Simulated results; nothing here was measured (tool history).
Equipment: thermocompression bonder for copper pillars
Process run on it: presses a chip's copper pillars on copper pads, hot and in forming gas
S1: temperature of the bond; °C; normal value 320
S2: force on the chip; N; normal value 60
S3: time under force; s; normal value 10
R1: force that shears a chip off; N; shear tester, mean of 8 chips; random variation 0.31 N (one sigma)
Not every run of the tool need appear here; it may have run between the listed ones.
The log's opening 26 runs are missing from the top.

run	hour	S1	S2	S3	R1
27	1802.5	332	38	10	32.9
28	1903	323	39	15	37.3
29	1947.3	320	84	10	64.7
# hour 1979.1: forming gas filter changed
30	1990.6	309	54	11	41.4
# hour 2032.7: force cell calibrated
31	2080.9	309	54	11	41
32	2162	302	57	11	41.3
33	2231.2	309	76	10	55.9
34	2305.1	309	76	10	55.8

Branching from run 34: 4 alternative next runs. What would each branch give?
# hour 2375.4: forming gas filter changed
A	2391.8	309	39	6	?
# hour 2375.4: forming gas filter changed
B	2391.8	300	52	8	?
# hour 2375.4: forming gas filter changed
C	2391.8	309	76	19	?
# hour 2375.4: forming gas filter changed
D	2391.8	306	76	6	?

run	R1
A	22.2
B	32.3
C	67.5
D	45.2
Had the tool no hidden state, the same runs would have come out as:
run	R1
A	22.2
B	32.3
C	67.5
D	45.3

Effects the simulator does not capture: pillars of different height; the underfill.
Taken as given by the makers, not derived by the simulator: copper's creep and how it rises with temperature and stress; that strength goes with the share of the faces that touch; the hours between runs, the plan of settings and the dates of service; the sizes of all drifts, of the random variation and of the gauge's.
